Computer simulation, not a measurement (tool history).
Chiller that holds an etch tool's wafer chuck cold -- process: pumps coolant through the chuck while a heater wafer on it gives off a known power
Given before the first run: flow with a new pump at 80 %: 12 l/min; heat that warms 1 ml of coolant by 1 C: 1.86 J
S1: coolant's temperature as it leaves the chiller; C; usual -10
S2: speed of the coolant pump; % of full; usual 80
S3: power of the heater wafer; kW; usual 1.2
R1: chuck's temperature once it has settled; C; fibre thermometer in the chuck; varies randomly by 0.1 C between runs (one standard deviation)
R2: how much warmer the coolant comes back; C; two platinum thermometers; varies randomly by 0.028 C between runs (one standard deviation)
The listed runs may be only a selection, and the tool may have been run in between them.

{"run": 1, "hour": 0.0, "S1": -10, "S2": 80, "S3": 1.2, "R1": 0.1, "R2": 3.2}
{"run": 2, "hour": 28.7, "S1": -10, "S2": 80, "S3": 1.2, "R1": 0, "R2": 3.25}
{"run": 3, "hour": 46.9, "S1": -10, "S2": 80, "S3": 1.2, "R1": 0, "R2": 3.19}
{"run": 4, "hour": 71.3, "S1": -10, "S2": 80, "S3": 1.2, "R1": -0.1, "R2": 3.26}
{"run": 5, "hour": 88.8, "S1": -10, "S2": 80, "S3": 1.2, "R1": 0.1, "R2": 3.2}
{"run": 6, "hour": 109.4, "S1": -10, "S2": 80, "S3": 1.2, "R1": 0.1, "R2": 3.22}
{"run": 7, "hour": 139.9, "S1": -10, "S2": 80, "S3": 1.2, "R1": 0.3, "R2": 3.26}
{"run": 8, "hour": 160.3, "S1": -10, "S2": 80, "S3": 1.2, "R1": 0.3, "R2": 3.23}
{"run": 9, "hour": 178.5, "S1": -10, "S2": 80, "S3": 1.2, "R1": 0, "R2": 3.22}
{"hour": 186.3, "done": "coolant pump overhauled"}
{"run": 10, "hour": 197.6, "S1": -10, "S2": 80, "S3": 1.549, "R1": 2.9, "R2": 4.22}
{"run": 11, "hour": 215.1, "S1": -10, "S2": 97, "S3": 1.549, "R1": 1.1, "R2": 3.39}

The next listed run, before its measurement:
{"run": 12, "hour": 234.5, "S1": -9, "S2": 79, "S3": 1.006, "R1": "?", "R2": "?"}

R1: -0.6 C
R2: 2.76 C
The same run, on a tool lacking any hidden state, would have yielded R1 -1.6 C, R2 2.74 C.
